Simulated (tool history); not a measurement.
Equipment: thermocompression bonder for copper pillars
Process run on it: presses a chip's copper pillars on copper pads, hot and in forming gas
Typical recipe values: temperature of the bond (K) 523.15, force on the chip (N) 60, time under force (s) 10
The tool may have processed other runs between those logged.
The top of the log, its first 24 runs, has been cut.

run   hour  temperature of the bond (K)  force on the chip (N)  time under force (s)  hours of work since the heater was calibrated  hours of work since the force cell was calibrated  hours of work since the gas filter was changed  force that shears a chip off (N)
 25  506.2                       519.15                     70                    15                                             83                                                854                                             275                              56.1
     528.2  -- forming gas filter changed
 26  531.6                       523.15                     83                    13                                             97                                                868                                               2                              62.9
 27  544.1                       523.15                     48                     6                                            104                                                875                                               9                              37.6
 28  563.1                       523.15                     48                     6                                            114                                                885                                              19                              35.3
 29  584.0                       523.15                     48                    29                                            126                                                897                                              31                              58.6
 30  608.3                       523.15                     60                    15                                            139                                                910                                              44                              53.8
 31  635.8                       523.15                     53                     6                                            154                                                925                                              59                              37.6
 32  657.2                       495.15                     45                     7                                            166                                                937                                              71                              25.8
 33  672.2                       514.15                     59                    19                                            174                                                945                                              79                              54.3
 34  695.6                       514.15                     59                    19                                            187                                                958                                              92                              54.8
 35  710.6                       514.15                     59                    19                                            195                                                966                                             100                              54.2
 36  732.1                       523.15                     37                    10                                            207                                                978                                             112                              35.1
 37  746.1                       503.15                     42                    10                                            215                                                986                                             119                              30.3
 38  766.7                       503.15                     42                    10                                            226                                                997                                             131                              31.8
 39  786.9                       548.15                     42                    25                                            237                                               1008                                             142                              61.7

Here are 4 independent what-if runs from the current tool condition. What would each one return?
  A  798.7                       531.15                     80                    10                                            243                                               1014                                             148                                 ?
  B  798.7                       548.15                     42                    11                                            243                                               1014                                             148                                 ?
  C  798.7                       544.15                     37                    23                                            243                                               1014                                             148                                 ?
  D  798.7                       547.15                     47                    25                                            243                                               1014                                             148                                 ?

run  force that shears a chip off (N)
  A                              58.9
  B                              48.6
  C                              57.3
  D                              66.4
With no hidden state in the tool, these same runs would have given:
run  force that shears a chip off (N)
  A                              63.5
  B                              52.9
  C                              61.8
  D                              71.0

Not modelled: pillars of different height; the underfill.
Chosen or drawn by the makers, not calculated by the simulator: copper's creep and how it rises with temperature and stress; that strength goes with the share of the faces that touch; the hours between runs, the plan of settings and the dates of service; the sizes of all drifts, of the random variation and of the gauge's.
